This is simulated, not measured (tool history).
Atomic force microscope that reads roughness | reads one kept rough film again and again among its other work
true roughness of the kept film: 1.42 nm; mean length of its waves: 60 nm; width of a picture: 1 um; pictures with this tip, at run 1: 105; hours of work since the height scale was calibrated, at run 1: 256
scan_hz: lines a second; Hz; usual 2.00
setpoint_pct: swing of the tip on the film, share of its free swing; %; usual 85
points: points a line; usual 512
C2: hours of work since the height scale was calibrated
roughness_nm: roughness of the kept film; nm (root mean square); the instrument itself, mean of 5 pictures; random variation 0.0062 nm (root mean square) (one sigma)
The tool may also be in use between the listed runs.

Run 1, hour 0.0: usual settings; pictures with this tip 105; C2 256. Result: roughness_nm 1.167 nm (root mean square).
Run 2, hour 13.2: usual settings; pictures with this tip 137; C2 266. Result: roughness_nm 1.159 nm (root mean square).
Run 3, hour 22.5: usual settings but scan_hz 1.90 Hz; pictures with this tip 159; C2 273. Result: roughness_nm 1.176 nm (root mean square).
Run 4, hour 33.5: usual settings but scan_hz 1.90 Hz; pictures with this tip 186; C2 281. Result: roughness_nm 1.171 nm (root mean square).
Run 5, hour 41.7: usual settings; pictures with this tip 206; C2 287. Result: roughness_nm 1.167 nm (root mean square).
Run 6, hour 57.8: usual settings; pictures with this tip 245; C2 299. Result: roughness_nm 1.164 nm (root mean square).
Run 7, hour 67.0: usual settings but scan_hz 0.66 Hz; pictures with this tip 267; C2 306. Result: roughness_nm 1.294 nm (root mean square).
Run 8, hour 79.1: usual settings; pictures with this tip 297; C2 315. Result: roughness_nm 1.155 nm (root mean square).
Run 9, hour 91.2: usual settings; pictures with this tip 326; C2 324. Result: roughness_nm 1.157 nm (root mean square).
At hour 94.9: new tip fitted.
Run 10, hour 100.4: usual settings; pictures with this tip 13; C2 330. Result: roughness_nm 1.174 nm (root mean square).
Run 11, hour 114.4: usual settings but setpoint_pct 71 %; pictures with this tip 47; C2 340. Result: roughness_nm 1.269 nm (root mean square).
Run 12, hour 130.0: usual settings; pictures with this tip 85; C2 352. Result: roughness_nm 1.171 nm (root mean square).
Run 13, hour 144.8: usual settings but scan_hz 0.59 Hz; pictures with this tip 121; C2 363. Result: roughness_nm 1.303 nm (root mean square).
Run 14, hour 160.9: usual settings but scan_hz 0.59 Hz; pictures with this tip 160; C2 375. Result: roughness_nm 1.302 nm (root mean square).
Run 15, hour 168.0: usual settings but scan_hz 0.97 Hz; pictures with this tip 177; C2 380. Result: roughness_nm 1.256 nm (root mean square).
Run 16, hour 181.2: usual settings but setpoint_pct 79 %; pictures with this tip 209; C2 390. Result: roughness_nm 1.206 nm (root mean square).
Run 17, hour 195.4: usual settings but setpoint_pct 60 %; pictures with this tip 244; C2 400. Result: roughness_nm 1.299 nm (root mean square).
Run 18, hour 203.1: usual settings but setpoint_pct 60 %; pictures with this tip 262; C2 406. Result: roughness_nm 1.305 nm (root mean square).
Run 19, hour 219.0: usual settings but setpoint_pct 59 %; pictures with this tip 300; C2 418. Result: roughness_nm 1.309 nm (root mean square).
Run 20, hour 231.6: usual settings but setpoint_pct 59 %; pictures with this tip 331; C2 427. Result: roughness_nm 1.308 nm (root mean square).
At hour 233.1: new tip fitted.
Run 21, hour 245.9: usual settings but setpoint_pct 59 %, points 315; pictures with this tip 31; C2 437. Result: roughness_nm 1.325 nm (root mean square).
Run 22, hour 261.4: usual settings but setpoint_pct 59 %, points 315; pictures with this tip 68; C2 449. Result: roughness_nm 1.345 nm (root mean square).
Run 23, hour 274.1: usual settings but scan_hz 2.38 Hz, setpoint_pct 59 %, points 703; pictures with this tip 99; C2 458. Result: roughness_nm 1.311 nm (root mean square).
Run 24, hour 283.0: usual settings but scan_hz 1.62 Hz, setpoint_pct 59 %, points 703; pictures with this tip 121; C2 465. Result: roughness_nm 1.334 nm (root mean square).
Run 25, hour 297.9: usual settings but scan_hz 1.62 Hz, setpoint_pct 59 %, points 703; pictures with this tip 157; C2 476. Result: roughness_nm 1.335 nm (root mean square).
Run 26, hour 312.5: usual settings but scan_hz 1.62 Hz, setpoint_pct 59 %, points 703; pictures with this tip 192; C2 486. Result: roughness_nm 1.329 nm (root mean square).
Run 27, hour 322.4: usual settings but scan_hz 1.23 Hz, points 484; pictures with this tip 216; C2 494. Result: roughness_nm 1.238 nm (root mean square).
At hour 324.3: height scale calibrated on a step standard.
Run 28, hour 337.1: usual settings but scan_hz 0.58 Hz, setpoint_pct 66 %, points 842; pictures with this tip 249; C2 9. Result: roughness_nm 1.333 nm (root mean square).
Run 29, hour 353.4: usual settings but setpoint_pct 72 %, points 787; pictures with this tip 289; C2 22. Result: roughness_nm 1.244 nm (root mean square).
Run 30, hour 361.1: usual settings but scan_hz 0.60 Hz, setpoint_pct 59 %, points 745; pictures with this tip 308; C2 27. Result: roughness_nm 1.342 nm (root mean square).
At hour 371.5: new tip fitted.
Run 31, hour 375.0: usual settings but scan_hz 2.66 Hz, setpoint_pct 62 %, points 396; pictures with this tip 8; C2 37. Result: roughness_nm 1.297 nm (root mean square).
At hour 380.1: height scale calibrated on a step standard, once more.
Run 32, hour 389.9: usual settings but scan_hz 2.66 Hz, setpoint_pct 62 %, points 396; pictures with this tip 42; C2 7. Result: roughness_nm 1.322 nm (root mean square).
Run 33, hour 402.3: usual settings but scan_hz 2.66 Hz, setpoint_pct 62 %, points 396; pictures with this tip 72; C2 16. Result: roughness_nm 1.299 nm (root mean square).

The next listed run, before its measurement:
Run 34, hour 418.4: usual settings but scan_hz 2.66 Hz, setpoint_pct 62 %, points 396; pictures with this tip 111; C2 28. Result: roughness_nm ?.

roughness_nm: 1.296 nm (root mean square)
Without the tool's hidden state the same run would have given roughness_nm 1.303 nm (root mean square).
